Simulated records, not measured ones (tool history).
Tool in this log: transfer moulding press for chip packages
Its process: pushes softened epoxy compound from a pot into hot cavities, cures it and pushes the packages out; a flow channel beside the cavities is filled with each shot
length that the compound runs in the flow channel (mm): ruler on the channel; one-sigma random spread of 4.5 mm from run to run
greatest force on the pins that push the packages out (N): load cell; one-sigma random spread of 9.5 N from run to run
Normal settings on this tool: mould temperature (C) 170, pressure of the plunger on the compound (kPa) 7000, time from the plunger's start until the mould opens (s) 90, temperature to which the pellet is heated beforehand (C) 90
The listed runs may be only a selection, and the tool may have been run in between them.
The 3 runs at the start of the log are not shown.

run,hour,mould temperature (C),pressure of the plunger on the compound (kPa),time from the plunger's start until the mould opens (s),temperature to which the pellet is heated beforehand (C),hours of work since the mould's thermocouples were calibrated,shots since the plunger's rings were changed,shots since the cavities were cleaned,incoming compound's hours out of the cold store,length that the compound runs in the flow channel (mm),greatest force on the pins that push the packages out (N)
4,38.7,170,7000,90,91,416,2148,510,42.2,646,750
5,56.4,170,7000,90,91,427,2375,737,15.0,706,877
# hour 65.5: cavities cleaned with cleaning compound and waxed
6,66.1,170,7000,119,90,432,2481,8,18.9,712,382
7,77.8,170,7000,90,81,440,2631,158,8.7,716,628
8,93.0,170,7000,90,81,449,2827,354,35.0,673,724
9,110.6,170,7000,90,90,460,3052,579,35.8,649,853
10,122.1,170,7000,122,90,467,3200,727,26.4,667,727
# hour 131.3: cavities cleaned with cleaning compound and waxed
11,134.0,170,7000,122,90,474,3333,34,10.4,704,422
12,148.8,170,7000,122,90,483,3524,225,18.0,681,569
13,159.9,170,7000,112,90,490,3667,368,42.2,634,626
14,173.5,170,7000,90,90,498,3841,542,38.0,636,795
# hour 181.4: plunger's sealing rings changed
15,190.8,170,7000,90,90,507,120,732,29.2,699,864
# hour 199.1: cavities cleaned with cleaning compound and waxed
16,209.3,166,7000,85,90,518,339,131,30.4,703,783

What will run 17 give?
17,217.6,174,7000,90,90,523,445,237,30.3,?,?

length that the compound runs in the flow channel (mm): 684
greatest force on the pins that push the packages out (N): 572
The same run, on a tool lacking any hidden state, would have yielded length that the compound runs in the flow channel (mm) 688, greatest force on the pins that push the packages out (N) 394.
